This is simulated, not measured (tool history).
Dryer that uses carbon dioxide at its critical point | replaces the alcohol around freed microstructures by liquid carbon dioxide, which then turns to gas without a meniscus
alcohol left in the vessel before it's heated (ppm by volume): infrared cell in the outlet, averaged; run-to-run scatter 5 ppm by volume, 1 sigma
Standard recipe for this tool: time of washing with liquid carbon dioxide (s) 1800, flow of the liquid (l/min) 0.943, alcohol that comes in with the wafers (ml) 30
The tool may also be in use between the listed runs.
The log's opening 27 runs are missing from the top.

run,hour,time of washing with liquid carbon dioxide (s),flow of the liquid (l/min),alcohol that comes in with the wafers (ml),alcohol left in the vessel before it's heated (ppm by volume)
28,187.1,1200,1.591,64,28
29,195.9,1800,0.846,50,85
30,200.4,1800,0.943,118,103
31,205.3,2460,0.943,22,3
32,212.2,1800,1.191,30,13
33,219.4,1260,0.654,94,1403
34,228.0,2820,0.943,25,11
35,234.0,1140,0.943,41,283
36,241.9,1140,0.943,41,276
37,248.6,2820,1.197,47,10
38,256.8,2820,1.197,47,4
39,261.6,2820,1.512,52,10
40,267.0,2820,1.512,31,14
41,273.0,2820,1.512,31,10

Forecast each of these 5 alternatives for the next run:
A,277.5,2880,0.943,30,?
B,277.5,1800,1.560,115,?
C,277.5,1740,0.731,23,?
D,277.5,1440,0.943,30,?
E,277.5,1560,0.742,25,?

run,alcohol left in the vessel before it's heated (ppm by volume)
A,14
B,10
C,89
D,91
E,133
What these runs would have given with no unlogged condition in the tool:
run,alcohol left in the vessel before it's heated (ppm by volume)
A,8
B,3
C,67
D,67
E,104
